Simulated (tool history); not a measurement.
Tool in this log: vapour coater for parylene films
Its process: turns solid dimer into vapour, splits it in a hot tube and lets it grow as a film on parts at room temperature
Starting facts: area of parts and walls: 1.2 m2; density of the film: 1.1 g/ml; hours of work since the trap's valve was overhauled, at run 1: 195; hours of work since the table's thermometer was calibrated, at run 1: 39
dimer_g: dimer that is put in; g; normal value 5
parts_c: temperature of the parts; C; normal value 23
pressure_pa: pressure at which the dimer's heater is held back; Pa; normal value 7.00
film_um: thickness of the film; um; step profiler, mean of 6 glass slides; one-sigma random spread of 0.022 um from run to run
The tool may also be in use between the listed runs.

| run | hour | dimer_g | parts_c | pressure_pa | hours of work since the trap's valve was overhauled | hours of work since the table's thermometer was calibrated | film_um |
|---|---|---|---|---|---|---|---|
| 1 | 0.0 | 5 | 23 | 7.00 | 195 | 39 | 2.01 |
| 2 | 12.4 | 5 | 23 | 7.00 | 202 | 46 | 2.03 |
| 3 | 28.9 | 5 | 23 | 7.00 | 211 | 55 | 2.00 |
| 4 | 43.4 | 2 | 23 | 7.00 | 220 | 64 | 0.80 |
| 5 | 58.6 | 5 | 24 | 7.00 | 228 | 72 | 1.87 |
| 6 | 66.0 | 5 | 24 | 7.00 | 233 | 77 | 1.88 |
| 7 | 73.0 | 5 | 24 | 7.00 | 237 | 81 | 1.89 |
| 8 | 87.8 | 5 | 23 | 7.00 | 245 | 89 | 1.93 |
| 9 | 100.1 | 5 | 23 | 7.00 | 252 | 96 | 1.98 |
| 10 | 109.2 | 5 | 23 | 7.00 | 257 | 101 | 1.96 |
| 11 | 122.4 | 4 | 23 | 7.00 | 265 | 109 | 1.59 |
| 12 | 132.6 | 4 | 23 | 7.00 | 271 | 115 | 1.55 |
| 13 | 147.3 | 4 | 23 | 7.00 | 279 | 123 | 1.57 |
| 14 | 162.4 | 5 | 23 | 7.00 | 288 | 132 | 1.97 |
| 15 | 173.9 | 5 | 23 | 7.00 | 294 | 138 | 1.93 |
| 16 | 187.0 | 5 | 23 | 7.00 | 302 | 146 | 1.94 |
| 17 | 196.2 | 5 | 23 | 7.00 | 307 | 151 | 1.90 |
| 18 | 203.8 | 5 | 23 | 7.00 | 312 | 155 | 1.92 |
| 19 | 212.7 | 5 | 23 | 7.00 | 317 | 161 | 1.93 |
| 20 | 224.3 | 5 | 23 | 7.00 | 323 | 167 | 1.92 |
| 21 | 233.0 | 5 | 16 | 7.00 | 328 | 172 | 2.71 |
| 22 | 242.4 | 5 | 16 | 7.00 | 334 | 178 | 2.73 |
|  | 252.2 | trap's valve overhauled |
| 23 | 258.5 | 8 | 34 | 7.00 | 4 | 184 | 2.00 |
| 24 | 270.8 | 8 | 23 | 7.00 | 11 | 192 | 3.35 |
| 25 | 282.6 | 6 | 24 | 3.38 | 17 | 198 | 2.81 |
| 26 | 296.9 | 3 | 26 | 3.38 | 26 | 206 | 1.23 |
| 27 | 311.5 | 4 | 26 | 3.38 | 34 | 215 | 1.66 |
| 28 | 319.9 | 3 | 23 | 7.77 | 39 | 220 | 1.27 |
| 29 | 333.4 | 5 | 17 | 3.30 | 46 | 227 | 3.25 |
| 30 | 349.2 | 8 | 24 | 7.00 | 55 | 236 | 3.24 |
| 31 | 363.4 | 3 | 35 | 2.83 | 64 | 244 | 0.83 |
| 32 | 378.0 | 2 | 23 | 7.00 | 72 | 253 | 0.85 |
| 33 | 385.1 | 2 | 24 | 7.00 | 76 | 257 | 0.80 |
| 34 | 397.2 | 4 | 23 | 3.17 | 83 | 264 | 1.90 |
| 35 | 412.3 | 4 | 23 | 3.17 | 92 | 272 | 1.93 |
| 36 | 420.9 | 5 | 23 | 4.45 | 96 | 277 | 2.26 |
| 37 | 431.8 | 7 | 24 | 2.44 | 103 | 284 | 3.31 |
| 38 | 447.8 | 7 | 24 | 2.44 | 112 | 293 | 3.34 |
| 39 | 458.6 | 8 | 15 | 3.90 | 118 | 299 | 5.46 |
| 40 | 468.3 | 3 | 16 | 3.27 | 124 | 304 | 1.99 |
| 41 | 477.4 | 4 | 26 | 2.18 | 129 | 310 | 1.75 |
| 42 | 492.4 | 5 | 17 | 3.06 | 137 | 318 | 3.18 |
| 43 | 508.3 | 5 | 17 | 3.06 | 146 | 327 | 3.15 |
| 44 | 522.8 | 5 | 17 | 3.06 | 155 | 336 | 3.21 |

What would each run have given without the hidden state, its run-to-run variation left as it was?
Hidden conditions of the tool in this case: vapour lost through the trap's worn valve, %; true temperature of the parts over the reading, C; drift of the gauge itself on film_um, %.
| run | film_um |
|---|---|
| 1 | 2.14 |
| 2 | 2.16 |
| 3 | 2.14 |
| 4 | 0.86 |
| 5 | 2.02 |
| 6 | 2.02 |
| 7 | 2.04 |
| 8 | 2.09 |
| 9 | 2.15 |
| 10 | 2.13 |
| 11 | 1.73 |
| 12 | 1.70 |
| 13 | 1.71 |
| 14 | 2.16 |
| 15 | 2.12 |
| 16 | 2.13 |
| 17 | 2.10 |
| 18 | 2.12 |
| 19 | 2.13 |
| 20 | 2.13 |
| 21 | 3.01 |
| 22 | 3.04 |
| 23 | 1.99 |
| 24 | 3.35 |
| 25 | 2.82 |
| 26 | 1.24 |
| 27 | 1.67 |
| 28 | 1.28 |
| 29 | 3.29 |
| 30 | 3.28 |
| 31 | 0.84 |
| 32 | 0.86 |
| 33 | 0.81 |
| 34 | 1.94 |
| 35 | 1.97 |
| 36 | 2.32 |
| 37 | 3.40 |
| 38 | 3.45 |
| 39 | 5.64 |
| 40 | 2.06 |
| 41 | 1.82 |
| 42 | 3.30 |
| 43 | 3.28 |
| 44 | 3.35 |
